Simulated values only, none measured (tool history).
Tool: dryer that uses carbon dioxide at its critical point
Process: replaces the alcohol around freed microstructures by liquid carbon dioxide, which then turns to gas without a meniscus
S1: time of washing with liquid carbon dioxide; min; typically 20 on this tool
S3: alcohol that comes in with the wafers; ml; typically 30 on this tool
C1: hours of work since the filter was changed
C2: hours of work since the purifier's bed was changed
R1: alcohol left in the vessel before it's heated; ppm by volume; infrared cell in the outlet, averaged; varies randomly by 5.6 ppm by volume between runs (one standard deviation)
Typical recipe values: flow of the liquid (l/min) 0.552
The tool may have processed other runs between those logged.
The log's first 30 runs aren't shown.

run 31 hour=931.7 | S1=20 flow_of_the_liquid_(l/min)=0.863 S3=96 | C1=243 C2=420 | R1=211
run 32 hour=971.7 | S1=18 flow_of_the_liquid_(l/min)=0.463 S3=24 | C1=273 C2=450 | R1=706
-- hour=996.3 inlet filter changed
run 33 hour=1003.0 | S1=20 flow_of_the_liquid_(l/min)=0.463 S3=24 | C1=5 C2=473 | R1=392
run 34 hour=1025.1 | S1=26 flow_of_the_liquid_(l/min)=0.904 S3=40 | C1=21 C2=489 | R1=130
run 35 hour=1050.5 | S1=20 flow_of_the_liquid_(l/min)=0.807 S3=30 | C1=40 C2=508 | R1=156
run 36 hour=1077.5 | S1=20 flow_of_the_liquid_(l/min)=0.807 S3=30 | C1=60 C2=528 | R1=166
run 37 hour=1117.2 | S1=20 flow_of_the_liquid_(l/min)=0.807 S3=30 | C1=90 C2=557 | R1=177
run 38 hour=1157.4 | S1=20 flow_of_the_liquid_(l/min)=0.807 S3=87 | C1=120 C2=587 | R1=248
run 39 hour=1197.6 | S1=20 flow_of_the_liquid_(l/min)=0.807 S3=87 | C1=150 C2=617 | R1=250
run 40 hour=1223.0 | S1=13 flow_of_the_liquid_(l/min)=0.332 S3=47 | C1=168 C2=636 | R1=4514
run 41 hour=1267.0 | S1=13 flow_of_the_liquid_(l/min)=0.866 S3=23 | C1=201 C2=669 | R1=347
run 42 hour=1300.4 | S1=13 flow_of_the_liquid_(l/min)=0.866 S3=23 | C1=226 C2=693 | R1=351
run 43 hour=1344.0 | S1=29 flow_of_the_liquid_(l/min)=0.376 S3=23 | C1=258 C2=726 | R1=386
run 44 hour=1364.1 | S1=23 flow_of_the_liquid_(l/min)=0.599 S3=46 | C1=273 C2=741 | R1=348

Forecast run 45:
-- hour=1386.2 inlet filter changed
run 45 hour=1386.4 | S1=23 flow_of_the_liquid_(l/min)=0.599 S3=46 | C1=0 C2=757 | R1=?

R1: 280 ppm by volume
Had the tool carried no hidden state, the very same run would have given R1 83 ppm by volume.
